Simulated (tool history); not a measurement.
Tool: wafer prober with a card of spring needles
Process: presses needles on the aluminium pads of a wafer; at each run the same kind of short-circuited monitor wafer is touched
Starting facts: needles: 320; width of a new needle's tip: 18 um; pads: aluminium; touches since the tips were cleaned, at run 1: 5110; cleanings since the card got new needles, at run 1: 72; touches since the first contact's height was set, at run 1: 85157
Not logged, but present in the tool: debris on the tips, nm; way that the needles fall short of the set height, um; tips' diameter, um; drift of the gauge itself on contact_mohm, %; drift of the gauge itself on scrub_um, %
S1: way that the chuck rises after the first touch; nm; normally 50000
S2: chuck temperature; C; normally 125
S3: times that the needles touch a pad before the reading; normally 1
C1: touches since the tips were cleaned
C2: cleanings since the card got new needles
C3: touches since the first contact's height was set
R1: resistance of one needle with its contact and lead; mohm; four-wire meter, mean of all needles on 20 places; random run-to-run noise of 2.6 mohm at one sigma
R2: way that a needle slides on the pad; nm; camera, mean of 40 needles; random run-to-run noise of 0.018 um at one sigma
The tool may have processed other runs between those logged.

{"run": 1, "hour": 0.0, "S1": 50000, "S2": 125, "S3": 1, "C1": 5110, "C2": 72, "C3": 85157, "R1": 394, "R2": 7050}
{"hour": 3.9, "done": "tips cleaned on abrasive film"}
{"hour": 18.3, "done": "tips cleaned on abrasive film"}
{"run": 2, "hour": 24.1, "S1": 50000, "S2": 97, "S3": 1, "C1": 2774, "C2": 74, "C3": 96560, "R1": 364, "R2": 7010}
{"hour": 33.6, "done": "tips cleaned on abrasive film"}
{"hour": 47.0, "done": "tips cleaned on abrasive film"}
{"run": 3, "hour": 51.3, "S1": 50000, "S2": 97, "S3": 1, "C1": 2083, "C2": 76, "C3": 109470, "R1": 355, "R2": 7030}
{"hour": 62.8, "done": "tips cleaned on abrasive film"}
{"run": 4, "hour": 73.0, "S1": 50000, "S2": 97, "S3": 1, "C1": 4897, "C2": 77, "C3": 119782, "R1": 387, "R2": 7010}
{"hour": 77.3, "done": "tips cleaned on abrasive film"}
{"hour": 92.7, "done": "tips cleaned on abrasive film"}
{"run": 5, "hour": 102.9, "S1": 50000, "S2": 97, "S3": 1, "C1": 4874, "C2": 79, "C3": 133979, "R1": 391, "R2": 6990}
{"hour": 107.5, "done": "tips cleaned on abrasive film"}
{"run": 6, "hour": 120.5, "S1": 50000, "S2": 97, "S3": 1, "C1": 6188, "C2": 80, "C3": 142317, "R1": 401, "R2": 6950}
{"hour": 122.9, "done": "tips cleaned on abrasive film"}
{"hour": 138.3, "done": "tips cleaned on abrasive film"}
{"run": 7, "hour": 140.6, "S1": 50000, "S2": 97, "S3": 1, "C1": 1081, "C2": 82, "C3": 151797, "R1": 331, "R2": 6940}
{"hour": 146.9, "done": "height of the first contact set anew"}
{"hour": 153.4, "done": "tips cleaned on abrasive film"}
{"run": 8, "hour": 160.3, "S1": 50000, "S2": 125, "S3": 1, "C1": 3295, "C2": 83, "C3": 6386, "R1": 381, "R2": 6910}
{"hour": 167.6, "done": "tips cleaned on abrasive film"}
{"hour": 181.8, "done": "tips cleaned on abrasive film"}
{"run": 9, "hour": 190.8, "S1": 50000, "S2": 125, "S3": 1, "C1": 4281, "C2": 85, "C3": 20833, "R1": 390, "R2": 6910}
{"hour": 195.4, "done": "tips cleaned on abrasive film"}
{"hour": 209.5, "done": "tips cleaned on abrasive film"}
{"run": 10, "hour": 220.6, "S1": 50000, "S2": 125, "S3": 1, "C1": 5314, "C2": 87, "C3": 34981, "R1": 403, "R2": 6890}
{"hour": 223.3, "done": "tips cleaned on abrasive film"}
{"hour": 236.7, "done": "tips cleaned on abrasive film"}
{"run": 11, "hour": 242.0, "S1": 50000, "S2": 125, "S3": 1, "C1": 2548, "C2": 89, "C3": 45108, "R1": 365, "R2": 6850}
{"hour": 252.0, "done": "tips cleaned on abrasive film"}
{"run": 12, "hour": 256.4, "S1": 49000, "S2": 125, "S3": 1, "C1": 2103, "C2": 90, "C3": 51921, "R1": 366, "R2": 6680}
{"hour": 266.9, "done": "tips cleaned on abrasive film"}
{"run": 13, "hour": 271.3, "S1": 70000, "S2": 125, "S3": 1, "C1": 2133, "C2": 91, "C3": 59002, "R1": 328, "R2": 9650}
{"hour": 280.3, "done": "tips cleaned on abrasive film"}
{"run": 14, "hour": 284.9, "S1": 42000, "S2": 125, "S3": 1, "C1": 2192, "C2": 92, "C3": 65427, "R1": 401, "R2": 5720}
{"hour": 290.2, "done": "height of the first contact set anew, once more"}
{"hour": 295.0, "done": "tips cleaned on abrasive film"}
{"hour": 309.1, "done": "tips cleaned on abrasive film"}
{"run": 15, "hour": 315.4, "S1": 42000, "S2": 125, "S3": 1, "C1": 3006, "C2": 94, "C3": 11920, "R1": 408, "R2": 5940}
{"hour": 323.3, "done": "tips cleaned on abrasive film"}
{"run": 16, "hour": 332.8, "S1": 50000, "S2": 125, "S3": 1, "C1": 4546, "C2": 95, "C3": 20200, "R1": 387, "R2": 7060}
{"hour": 337.8, "done": "tips cleaned on abrasive film"}
{"hour": 352.7, "done": "tips cleaned on abrasive film"}
{"run": 17, "hour": 361.9, "S1": 43000, "S2": 29, "S3": 1, "C1": 4397, "C2": 97, "C3": 33991, "R1": 401, "R2": 6090}
{"hour": 366.4, "done": "tips cleaned on abrasive film"}
{"run": 18, "hour": 376.1, "S1": 59000, "S2": 28, "S3": 2, "C1": 4598, "C2": 98, "C3": 40716, "R1": 316, "R2": 8340}
{"hour": 379.7, "done": "tips cleaned on abrasive film"}
{"run": 19, "hour": 392.6, "S1": 59000, "S2": 62, "S3": 2, "C1": 6162, "C2": 99, "C3": 48581, "R1": 331, "R2": 8340}
{"hour": 394.4, "done": "tips cleaned on abrasive film"}
{"hour": 408.5, "done": "tips cleaned on abrasive film"}
{"run": 20, "hour": 417.1, "S1": 59000, "S2": 62, "S3": 2, "C1": 4100, "C2": 101, "C3": 60164, "R1": 324, "R2": 8320}
{"hour": 423.2, "done": "tips cleaned on abrasive film"}
{"hour": 437.1, "done": "tips cleaned on abrasive film"}
{"run": 21, "hour": 440.4, "S1": 60000, "S2": 28, "S3": 1, "C1": 1570, "C2": 103, "C3": 71204, "R1": 322, "R2": 8410}
{"hour": 451.2, "done": "tips cleaned on abrasive film"}
{"run": 22, "hour": 463.1, "S1": 60000, "S2": 28, "S3": 1, "C1": 5717, "C2": 104, "C3": 81998, "R1": 349, "R2": 8480}
{"hour": 465.0, "done": "tips cleaned on abrasive film"}
{"hour": 478.8, "done": "tips cleaned on abrasive film"}
{"run": 23, "hour": 478.8, "S1": 50000, "S2": 44, "S3": 1, "C1": 0, "C2": 106, "C3": 89371, "R1": 298, "R2": 6990}
{"hour": 493.6, "done": "tips cleaned on abrasive film"}
{"run": 24, "hour": 498.7, "S1": 50000, "S2": 69, "S3": 1, "C1": 2431, "C2": 107, "C3": 98849, "R1": 351, "R2": 7010}
{"hour": 509.4, "done": "tips cleaned on abrasive film"}
{"hour": 524.8, "done": "tips cleaned on abrasive film"}
{"run": 25, "hour": 524.8, "S1": 59000, "S2": 39, "S3": 2, "C1": 11, "C2": 109, "C3": 111199, "R1": 287, "R2": 8230}
{"hour": 539.1, "done": "tips cleaned on abrasive film"}
{"run": 26, "hour": 551.7, "S1": 43000, "S2": 72, "S3": 1, "C1": 6004, "C2": 110, "C3": 124003, "R1": 442, "R2": 5970}
{"hour": 553.6, "done": "tips cleaned on abrasive film"}
{"hour": 568.0, "done": "tips cleaned on abrasive film"}
{"run": 27, "hour": 580.7, "S1": 55000, "S2": 125, "S3": 3, "C1": 6078, "C2": 112, "C3": 137779, "R1": 337, "R2": 7680}
{"hour": 583.3, "done": "tips cleaned on abrasive film"}
{"run": 28, "hour": 594.3, "S1": 55000, "S2": 86, "S3": 2, "C1": 5239, "C2": 113, "C3": 144203, "R1": 349, "R2": 7670}
{"hour": 598.8, "done": "tips cleaned on abrasive film"}
{"hour": 612.9, "done": "tips cleaned on abrasive film"}
{"run": 29, "hour": 612.9, "S1": 47000, "S2": 58, "S3": 2, "C1": 0, "C2": 115, "C3": 153016, "R1": 302, "R2": 6520}
{"hour": 617.7, "done": "height of the first contact set anew"}
{"hour": 627.6, "done": "tips cleaned on abrasive film"}
{"run": 30, "hour": 629.3, "S1": 47000, "S2": 58, "S3": 2, "C1": 813, "C2": 116, "C3": 5484, "R1": 313, "R2": 6690}
{"hour": 642.3, "done": "tips cleaned on abrasive film"}
{"run": 31, "hour": 647.8, "S1": 67000, "S2": 58, "S3": 1, "C1": 2637, "C2": 117, "C3": 14260, "R1": 324, "R2": 9490}

Hidden state at the last listed run before each entry between runs and at the first one after, where it differs:
Between runs 1 and 2: tips cleaned on abrasive film (hour 3.9); tips cleaned on abrasive film (hour 18.3)
  debris on the tips, nm: 63.2 -> 47.1; way that the needles fall short of the set height, um: 0.64 -> 0.74; tips' diameter, um: 19.55 -> 19.59
  what was measured, less what the result would be without the hidden state, R1: +86 -> +67 mohm; R2: -90 -> -100 nm
Between runs 2 and 3: tips cleaned on abrasive film (hour 33.6); tips cleaned on abrasive film (hour 47.0)
  debris on the tips, nm: 47.1 -> 41.2; way that the needles fall short of the set height, um: 0.74 -> 0.84; tips' diameter, um: 19.59 -> 19.63
  what was measured, less what the result would be without the hidden state, R1: +67 -> +59 mohm; R2: -100 -> -120 nm
Between runs 3 and 4: tips cleaned on abrasive film (hour 62.8)
  debris on the tips, nm: 41.2 -> 64.2; way that the needles fall short of the set height, um: 0.84 -> 0.91; tips' diameter, um: 19.63 -> 19.65
  what was measured, less what the result would be without the hidden state, R1: +59 -> +92 mohm; R2: -120 -> -130 nm
Between runs 4 and 5: tips cleaned on abrasive film (hour 77.3); tips cleaned on abrasive film (hour 92.7)
  debris on the tips, nm: 64.2 -> 63.2; way that the needles fall short of the set height, um: 0.91 -> 1.03; tips' diameter, um: 19.65 -> 19.69
  what was measured, less what the result would be without the hidden state, R1: +92 -> +92 mohm; R2: -130 -> -150 nm
Between runs 5 and 6: tips cleaned on abrasive film (hour 107.5)
  debris on the tips, nm: 63.2 -> 68.9; way that the needles fall short of the set height, um: 1.03 -> 1.09; tips' diameter, um: 19.69 -> 19.71
  what was measured, less what the result would be without the hidden state, R1: +92 -> +100 mohm; R2: -150 -> -150 nm
Between runs 6 and 7: tips cleaned on abrasive film (hour 122.9); tips cleaned on abrasive film (hour 138.3)
  debris on the tips, nm: 68.9 -> 20.3; way that the needles fall short of the set height, um: 1.09 -> 1.19; tips' diameter, um: 19.71 -> 19.75
  what was measured, less what the result would be without the hidden state, R1: +100 -> +32 mohm; R2: -150 -> -170 nm
Between runs 7 and 8: height of the first contact set anew (hour 146.9); tips cleaned on abrasive film (hour 153.4)
  debris on the tips, nm: 20.3 -> 53.5; way that the needles fall short of the set height, um: 1.19 -> 1.45; tips' diameter, um: 19.75 -> 19.77
  what was measured, less what the result would be without the hidden state, R1: +32 -> +76 mohm; R2: -170 -> -210 nm
Between runs 8 and 9: tips cleaned on abrasive film (hour 167.6); tips cleaned on abrasive film (hour 181.8)
  debris on the tips, nm: 53.5 -> 57.5; way that the needles fall short of the set height, um: 1.45 -> 1.6; tips' diameter, um: 19.77 -> 19.82
  what was measured, less what the result would be without the hidden state, R1: +76 -> +83 mohm; R2: -210 -> -220 nm
Between runs 9 and 10: tips cleaned on abrasive film (hour 195.4); tips cleaned on abrasive film (hour 209.5)
  debris on the tips, nm: 57.5 -> 65.9; way that the needles fall short of the set height, um: 1.6 -> 1.75; tips' diameter, um: 19.82 -> 19.88
  what was measured, less what the result would be without the hidden state, R1: +83 -> +96 mohm; R2: -220 -> -250 nm
Between runs 10 and 11: tips cleaned on abrasive film (hour 223.3); tips cleaned on abrasive film (hour 236.7)
  debris on the tips, nm: 65.9 -> 40.8; way that the needles fall short of the set height, um: 1.75 -> 1.89; tips' diameter, um: 19.88 -> 19.92
  what was measured, less what the result would be without the hidden state, R1: +96 -> +61 mohm; R2: -250 -> -270 nm
Between runs 11 and 12: tips cleaned on abrasive film (hour 252.0)
  debris on the tips, nm: 40.8 -> 36.4; way that the needles fall short of the set height, um: 1.89 -> 1.96; tips' diameter, um: 19.92 -> 19.95
  what was measured, less what the result would be without the hidden state, R1: +61 -> +58 mohm; R2: -270 -> -280 nm
Between runs 12 and 13: tips cleaned on abrasive film (hour 266.9)
  debris on the tips, nm: 36.4 -> 40.1; way that the needles fall short of the set height, um: 1.96 -> 2.03; tips' diameter, um: 19.95 -> 19.97
  what was measured, less what the result would be without the hidden state, R1: +58 -> +32 mohm; R2: -280 -> -290 nm
Between runs 13 and 14: tips cleaned on abrasive film (hour 280.3)
  debris on the tips, nm: 40.1 -> 44.4; way that the needles fall short of the set height, um: 2.03 -> 2.08; tips' diameter, um: 19.97 -> 19.99
  what was measured, less what the result would be without the hidden state, R1: +32 -> +93 mohm; R2: -290 -> -300 nm
Between runs 14 and 15: height of the first contact set anew, once more (hour 290.2); tips cleaned on abrasive film (hour 295.0); tips cleaned on abrasive film (hour 309.1)
  debris on the tips, nm: 44.4 -> 49.9; way that the needles fall short of the set height, um: 2.08 -> 0.1; tips' diameter, um: 19.99 -> 20.02
  what was measured, less what the result would be without the hidden state, R1: +93 -> +96 mohm; R2: -300 -> -20 nm
Between runs 15 and 16: tips cleaned on abrasive film (hour 323.3)
  debris on the tips, nm: 49.9 -> 60.6; way that the needles fall short of the set height, um: 0.1 -> 0.16; tips' diameter, um: 20.02 -> 20.04
  what was measured, less what the result would be without the hidden state, R1: +96 -> +84 mohm; R2: -20 -> -20 nm
Between runs 16 and 17: tips cleaned on abrasive film (hour 337.8); tips cleaned on abrasive film (hour 352.7)
  debris on the tips, nm: 60.6 -> 58.5; way that the needles fall short of the set height, um: 0.16 -> 0.28; tips' diameter, um: 20.04 -> 20.09
  what was measured, less what the result would be without the hidden state, R1: +84 -> +125 mohm; R2: -20 -> -40 nm
Between runs 17 and 18: tips cleaned on abrasive film (hour 366.4)
  debris on the tips, nm: 58.5 -> 60.9; way that the needles fall short of the set height, um: 0.28 -> 0.35; tips' diameter, um: 20.09 -> 20.11
  what was measured, less what the result would be without the hidden state, R1: +125 -> +44 mohm; R2: -40 -> -50 nm
Between runs 18 and 19: tips cleaned on abrasive film (hour 379.7)
  debris on the tips, nm: 60.9 -> 68.4; way that the needles fall short of the set height, um: 0.35 -> 0.42; tips' diameter, um: 20.11 -> 20.14
  what was measured, less what the result would be without the hidden state, R1: +44 -> +47 mohm; R2: -50 -> -70 nm
Between runs 19 and 20: tips cleaned on abrasive film (hour 394.4); tips cleaned on abrasive film (hour 408.5)
  debris on the tips, nm: 68.4 -> 59.4; way that the needles fall short of the set height, um: 0.42 -> 0.55; tips' diameter, um: 20.14 -> 20.18
  what was measured, less what the result would be without the hidden state, R1: +47 -> +42 mohm; R2: -70 -> -80 nm
Between runs 20 and 21: tips cleaned on abrasive film (hour 423.2); tips cleaned on abrasive film (hour 437.1)
  debris on the tips, nm: 59.4 -> 36.6; way that the needles fall short of the set height, um: 0.55 -> 0.68; tips' diameter, um: 20.18 -> 20.23
  what was measured, less what the result would be without the hidden state, R1: +42 -> +45 mohm; R2: -80 -> -100 nm
Between runs 21 and 22: tips cleaned on abrasive film (hour 451.2)
  debris on the tips, nm: 36.6 -> 65.5; way that the needles fall short of the set height, um: 0.68 -> 0.76; tips' diameter, um: 20.23 -> 20.26
  what was measured, less what the result would be without the hidden state, R1: +45 -> +78 mohm; R2: -100 -> -110 nm
Between runs 22 and 23: tips cleaned on abrasive film (hour 465.0); tips cleaned on abrasive film (hour 478.8)
  debris on the tips, nm: 65.5 -> 7.1; way that the needles fall short of the set height, um: 0.76 -> 0.9; tips' diameter, um: 20.26 -> 20.3
  what was measured, less what the result would be without the hidden state, R1: +78 -> +13 mohm; R2: -110 -> -130 nm
Between runs 23 and 24: tips cleaned on abrasive film (hour 493.6)
  debris on the tips, nm: 7.1 -> 39.8; way that the needles fall short of the set height, um: 0.9 -> 0.95; tips' diameter, um: 20.3 -> 20.32
  what was measured, less what the result would be without the hidden state, R1: +13 -> +64 mohm; R2: -130 -> -140 nm
Between runs 24 and 25: tips cleaned on abrasive film (hour 509.4); tips cleaned on abrasive film (hour 524.8)
  debris on the tips, nm: 39.8 -> 3.6; way that the needles fall short of the set height, um: 0.95 -> 1.09; tips' diameter, um: 20.32 -> 20.37
  what was measured, less what the result would be without the hidden state, R1: +64 -> +5 mohm; R2: -140 -> -160 nm
Between runs 25 and 26: tips cleaned on abrasive film (hour 539.1)
  debris on the tips, nm: 3.6 -> 70.4; way that the needles fall short of the set height, um: 1.09 -> 1.15; tips' diameter, um: 20.37 -> 20.39
  what was measured, less what the result would be without the hidden state, R1: +5 -> +151 mohm; R2: -160 -> -160 nm
Between runs 26 and 27: tips cleaned on abrasive film (hour 553.6); tips cleaned on abrasive film (hour 568.0)
  debris on the tips, nm: 70.4 -> 67.4; way that the needles fall short of the set height, um: 1.15 -> 1.25; tips' diameter, um: 20.39 -> 20.43
  what was measured, less what the result would be without the hidden state, R1: +151 -> +32 mohm; R2: -160 -> -180 nm
Between runs 27 and 28: tips cleaned on abrasive film (hour 583.3)
  debris on the tips, nm: 67.4 -> 65; way that the needles fall short of the set height, um: 1.25 -> 1.32; tips' diameter, um: 20.43 -> 20.45
  what was measured, less what the result would be without the hidden state, R1: +32 -> +54 mohm; R2: -180 -> -180 nm
Between runs 28 and 29: tips cleaned on abrasive film (hour 598.8); tips cleaned on abrasive film (hour 612.9)
  debris on the tips, nm: 65 -> 5.5; way that the needles fall short of the set height, um: 1.32 -> 1.47; tips' diameter, um: 20.45 -> 20.5
  what was measured, less what the result would be without the hidden state, R1: +54 -> +9 mohm; R2: -180 -> -210 nm
Between runs 29 and 30: height of the first contact set anew (hour 617.7); tips cleaned on abrasive film (hour 627.6)
  debris on the tips, nm: 5.5 -> 21.7; way that the needles fall short of the set height, um: 1.47 -> 0.05; tips' diameter, um: 20.5 -> 20.52
  what was measured, less what the result would be without the hidden state, R1: +9 -> +25 mohm; R2: -210 -> -10 nm
Between runs 30 and 31: tips cleaned on abrasive film (hour 642.3)
  debris on the tips, nm: 21.7 -> 44.1; way that the needles fall short of the set height, um: 0.05 -> 0.12; tips' diameter, um: 20.52 -> 20.55
  what was measured, less what the result would be without the hidden state, R1: +25 -> +42 mohm; R2: -10 -> -20 nm
